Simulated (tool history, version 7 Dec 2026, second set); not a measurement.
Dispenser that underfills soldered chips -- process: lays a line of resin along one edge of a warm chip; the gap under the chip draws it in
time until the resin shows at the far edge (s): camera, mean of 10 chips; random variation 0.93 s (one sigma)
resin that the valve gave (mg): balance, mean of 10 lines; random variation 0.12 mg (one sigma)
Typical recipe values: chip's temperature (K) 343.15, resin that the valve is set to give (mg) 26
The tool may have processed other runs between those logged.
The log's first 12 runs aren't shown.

run,day,chip's temperature (K),resin that the valve is set to give (mg),hours of work since the syringe was changed,hours of work since the valve was cleaned,hours of work since the stage was calibrated,time until the resin shows at the far edge (s),resin that the valve gave (mg)
# day 2.167: new syringe of resin
13,2.233,351.15,26,1,21,53,69.6,25.41
14,2.429,351.15,26,4,24,56,79.7,25.52
# day 2.596: new syringe of resin
15,2.621,349.15,26,0,26,59,73.8,25.4
16,2.875,343.15,28.5,4,30,63,105.6,27.69
# day 3.017: new syringe of resin
17,3.029,343.15,24.9,0,33,65,90.9,24.1
18,3.262,343.15,25.7,4,36,68,106.1,24.9
# day 3.446: new syringe of resin
19,3.492,343.15,25.7,1,39,72,89.2,24.69
20,3.696,343.15,25.7,4,42,75,102.1,24.65
# day 3.879: new syringe of resin
21,3.942,343.15,25.7,1,46,78,92.3,24.5
22,4.129,343.15,25.7,4,49,81,103.6,24.5
# day 4.304: new syringe of resin
23,4.396,354.15,26.1,1,53,85,64.6,24.73
24,4.633,331.15,26,5,56,89,169.8,24.55
# day 4.738: new syringe of resin
# day 4.812: dispensing valve cleaned and set on the balance
25,4.896,350.15,25.1,2,1,92,73.6,25.02
26,5.092,343.15,25.3,5,4,95,105.1,25.28
# day 5.2: new syringe of resin
27,5.296,331.15,25.8,1,7,98,146.5,25.57

Run 28, settings as shown, results not yet in. Your forecast:
28,5.4,337.15,26.3,3,9,99,?,?

time until the resin shows at the far edge (s): 124.7
resin that the valve gave (mg): 26.09
Take away the tool's hidden state, keep the run-to-run variation as it was, and the same run would have given time until the resin shows at the far edge (s) 108.6, resin that the valve gave (mg) 26.32.
